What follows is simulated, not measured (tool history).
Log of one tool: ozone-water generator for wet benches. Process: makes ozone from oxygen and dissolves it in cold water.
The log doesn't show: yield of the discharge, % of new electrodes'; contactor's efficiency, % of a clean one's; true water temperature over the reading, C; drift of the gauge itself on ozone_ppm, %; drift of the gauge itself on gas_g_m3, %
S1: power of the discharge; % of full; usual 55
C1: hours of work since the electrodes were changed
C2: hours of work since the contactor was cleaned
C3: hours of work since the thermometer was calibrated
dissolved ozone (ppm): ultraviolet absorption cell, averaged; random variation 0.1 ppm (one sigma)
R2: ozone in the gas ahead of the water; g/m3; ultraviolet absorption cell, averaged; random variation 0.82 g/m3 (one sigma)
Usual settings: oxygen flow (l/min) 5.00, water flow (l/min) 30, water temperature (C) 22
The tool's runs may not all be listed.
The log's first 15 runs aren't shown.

Run 16, hour 1180.8: usual settings but water temperature (C) 30; C1 1068; C2 1688; C3 1942. Result: dissolved ozone (ppm) 8.8, R2 128.4 g/m3.
Run 17, hour 1259.2: usual settings but oxygen flow (l/min) 4.98, water flow (l/min) 20; C1 1135; C2 1755; C3 2008. Result: dissolved ozone (ppm) 13.4, R2 128.6 g/m3.
Run 18, hour 1371.8: usual settings but water temperature (C) 25; C1 1230; C2 1850; C3 2104. Result: dissolved ozone (ppm) 9.1, R2 128.0 g/m3.
Run 19, hour 1426.1: usual settings but S1 53 % of full, oxygen flow (l/min) 5.91; C1 1276; C2 1896; C3 2150. Result: dissolved ozone (ppm) 9.5, R2 114.2 g/m3.
At hour 1437.2: contactor cleaned.
Run 20, hour 1537.0: usual settings but S1 53 % of full, oxygen flow (l/min) 5.91, water flow (l/min) 27; C1 1367; C2 85; C3 2241. Result: dissolved ozone (ppm) 10.4, R2 114.4 g/m3.
Run 21, hour 1646.5: usual settings but S1 53 % of full, oxygen flow (l/min) 5.91, water flow (l/min) 27; C1 1460; C2 178; C3 2333. Result: dissolved ozone (ppm) 10.1, R2 114.7 g/m3.
Run 22, hour 1757.1: usual settings but S1 53 % of full, oxygen flow (l/min) 5.91, water flow (l/min) 27; C1 1554; C2 272; C3 2427. Result: dissolved ozone (ppm) 10.2, R2 115.6 g/m3.
Run 23, hour 1867.7: usual settings but S1 53 % of full, oxygen flow (l/min) 3.63, water flow (l/min) 37, water temperature (C) 29; C1 1648; C2 365; C3 2521. Result: dissolved ozone (ppm) 6.9, R2 146.1 g/m3.
Run 24, hour 1935.9: usual settings but oxygen flow (l/min) 8.75, water flow (l/min) 21; C1 1706; C2 423; C3 2579. Result: dissolved ozone (ppm) 12.3, R2 94.6 g/m3.
At hour 1990.2: contactor cleaned, once more.
Run 25, hour 2018.9: usual settings but oxygen flow (l/min) 8.75, water flow (l/min) 21; C1 1773; C2 24; C3 2646. Result: dissolved ozone (ppm) 12.6, R2 94.8 g/m3.
Run 26, hour 2114.5: usual settings but oxygen flow (l/min) 4.86, water flow (l/min) 31, water temperature (C) 19; C1 1854; C2 106; C3 2727. Result: dissolved ozone (ppm) 9.7, R2 129.4 g/m3.
Run 27, hour 2227.2: usual settings but oxygen flow (l/min) 3.79, water flow (l/min) 18; C1 1950; C2 201; C3 2823. Result: dissolved ozone (ppm) 14.5, R2 147.6 g/m3.
Run 28, hour 2304.1: usual settings but oxygen flow (l/min) 3.79, water flow (l/min) 18; C1 2015; C2 267; C3 2888. Result: dissolved ozone (ppm) 14.3, R2 146.5 g/m3.
Run 29, hour 2401.6: usual settings but oxygen flow (l/min) 3.79, water flow (l/min) 32, water temperature (C) 26; C1 2098; C2 349; C3 2971. Result: dissolved ozone (ppm) 8.4, R2 148.0 g/m3.
Run 30, hour 2489.0: usual settings but oxygen flow (l/min) 3.79, water flow (l/min) 32, water temperature (C) 26; C1 2172; C2 423; C3 3045. Result: dissolved ozone (ppm) 8.3, R2 147.8 g/m3.
Run 31, hour 2578.5: usual settings but S1 69 % of full, oxygen flow (l/min) 8.60, water flow (l/min) 29, water temperature (C) 25; C1 2248; C2 499; C3 3121. Result: dissolved ozone (ppm) 10.8, R2 108.5 g/m3.
Run 32, hour 2655.4: usual settings but oxygen flow (l/min) 4.49, water flow (l/min) 40; C1 2313; C2 565; C3 3187. Result: dissolved ozone (ppm) 7.3, R2 134.5 g/m3.

Forecast each of these 5 alternatives for the next run:
Run A, hour 2705.4: usual settings but S1 70 % of full, water flow (l/min) 21; C1 2356; C2 607; C3 3229. Result: dissolved ozone (ppm) ?, R2 ?.
Run B, hour 2705.4: usual settings but S1 96 % of full, water flow (l/min) 23, water temperature (C) 20; C1 2356; C2 607; C3 3229. Result: dissolved ozone (ppm) ?, R2 ?.
Run C, hour 2705.4: usual settings but oxygen flow (l/min) 3.97, water flow (l/min) 44, water temperature (C) 14; C1 2356; C2 607; C3 3229. Result: dissolved ozone (ppm) ?, R2 ?.
Run D, hour 2705.4: usual settings but S1 54 % of full; C1 2356; C2 607; C3 3229. Result: dissolved ozone (ppm) ?, R2 ?.
Run E, hour 2705.4: usual settings but oxygen flow (l/min) 4.55, water flow (l/min) 40, water temperature (C) 26; C1 2356; C2 607; C3 3229. Result: dissolved ozone (ppm) ?, R2 ?.

run  dissolved ozone (ppm)     R2
  A                   14.8  145.0
  B                   17.1  174.2
  C                    6.7  142.5
  D                    9.4  125.4
  E                    7.0  133.3
Without the tool's hidden state the same runs would have given:
run  dissolved ozone (ppm)     R2
  A                   15.5  150.5
  B                   18.0  182.2
  C                    7.0  147.1
  D                    9.7  129.4
  E                    7.2  137.6

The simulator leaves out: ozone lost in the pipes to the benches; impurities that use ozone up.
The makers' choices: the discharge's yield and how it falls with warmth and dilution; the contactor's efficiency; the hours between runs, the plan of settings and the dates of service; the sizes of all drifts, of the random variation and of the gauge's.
